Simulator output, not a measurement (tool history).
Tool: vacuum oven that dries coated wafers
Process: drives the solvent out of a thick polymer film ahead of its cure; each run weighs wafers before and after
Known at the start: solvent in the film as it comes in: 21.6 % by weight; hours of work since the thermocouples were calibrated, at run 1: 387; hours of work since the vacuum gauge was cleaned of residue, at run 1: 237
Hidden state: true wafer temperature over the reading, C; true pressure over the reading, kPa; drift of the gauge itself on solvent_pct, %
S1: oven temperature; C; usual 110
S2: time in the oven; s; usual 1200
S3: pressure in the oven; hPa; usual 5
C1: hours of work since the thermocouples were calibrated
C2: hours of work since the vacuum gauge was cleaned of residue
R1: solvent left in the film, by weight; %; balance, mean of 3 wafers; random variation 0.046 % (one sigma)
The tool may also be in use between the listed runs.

run	hour	S1	S2	S3	C1	C2	R1
1	0	110	1200	5	387	237	3.63
2	18.2	110	1200	5	401	251	3.55
3	32.8	110	1200	5	413	262	3.62
4	50.1	110	1380	5	426	275	2.86
5	64.3	110	1320	5	437	286	3.08
6	78.6	110	1320	5	448	297	3.03
7	89.4	110	1320	5	456	305	3.13
8	104.5	110	2160	5	468	317	1.11
9	112.7	110	1200	5	474	323	3.58
10	128.5	110	1200	5	486	335	3.55
11	137	110	1200	5	493	342	3.57
12	148.8	110	1380	5	502	351	2.83
13	166.1	122	1200	5	515	364	0.8
14	177.6	122	1200	5	524	373	0.76
15	187.2	122	1200	5	531	381	0.8
16	195.1	122	1200	5	537	387	0.73
17	210.7	110	1200	5	549	399	3.54
18	219	112	1200	5	556	405	2.91
19	237.5	110	1200	5	570	419	3.5
20	248.8	110	1200	5	578	428	3.49
# hour 252.2: oven's thermocouples calibrated
21	262.5	110	1080	2.77	8	437	3.85
22	279.4	102	600	4.41	21	450	10.52
# hour 287.5: oven's thermocouples calibrated, once more
23	288.9	116	900	9.48	1	456	3.46
24	299.9	116	900	9.48	10	464	3.38
25	308.2	116	900	9.48	16	470	3.48
26	325.4	110	1200	18.24	29	484	4.11
27	338.3	110	1860	12.6	39	494	1.9
28	350.8	103	1380	3.07	49	503	5.38
29	366.3	98	1380	7.99	61	515	7.73
30	380.4	119	960	4.81	71	526	2.11
31	393.7	110	720	5	82	536	6.81
32	405.3	110	1980	5	90	545	1.37
33	412.8	110	1980	5	96	551	1.4
34	429.7	97	1080	4.34	109	564	9.23
35	445.9	97	1080	4.34	122	576	9.37
36	458.9	122	1140	7.3	132	586	0.93
37	472.6	112	1500	4.9	142	597	1.9
38	491	112	900	17.81	156	611	4.89

Measured less the same run without the tool's hidden state. The same run-to-run variation is in both; the gauge's scatter may not be:
run	R1
1	-0.24
2	-0.24
3	-0.25
4	-0.24
5	-0.26
6	-0.26
7	-0.26
8	-0.13
9	-0.3
10	-0.31
11	-0.31
12	-0.28
13	-0.12
14	-0.11
15	-0.12
16	-0.11
17	-0.36
18	-0.32
19	-0.37
20	-0.38
21	-0.49
22	-0.48
23	-0.12
24	-0.13
25	-0.13
26	-0.15
27	-0.09
28	-0.19
29	-0.2
30	-0.12
31	-0.22
32	-0.1
33	-0.1
34	-0.22
35	-0.24
36	-0.08
37	-0.15
38	-0.26

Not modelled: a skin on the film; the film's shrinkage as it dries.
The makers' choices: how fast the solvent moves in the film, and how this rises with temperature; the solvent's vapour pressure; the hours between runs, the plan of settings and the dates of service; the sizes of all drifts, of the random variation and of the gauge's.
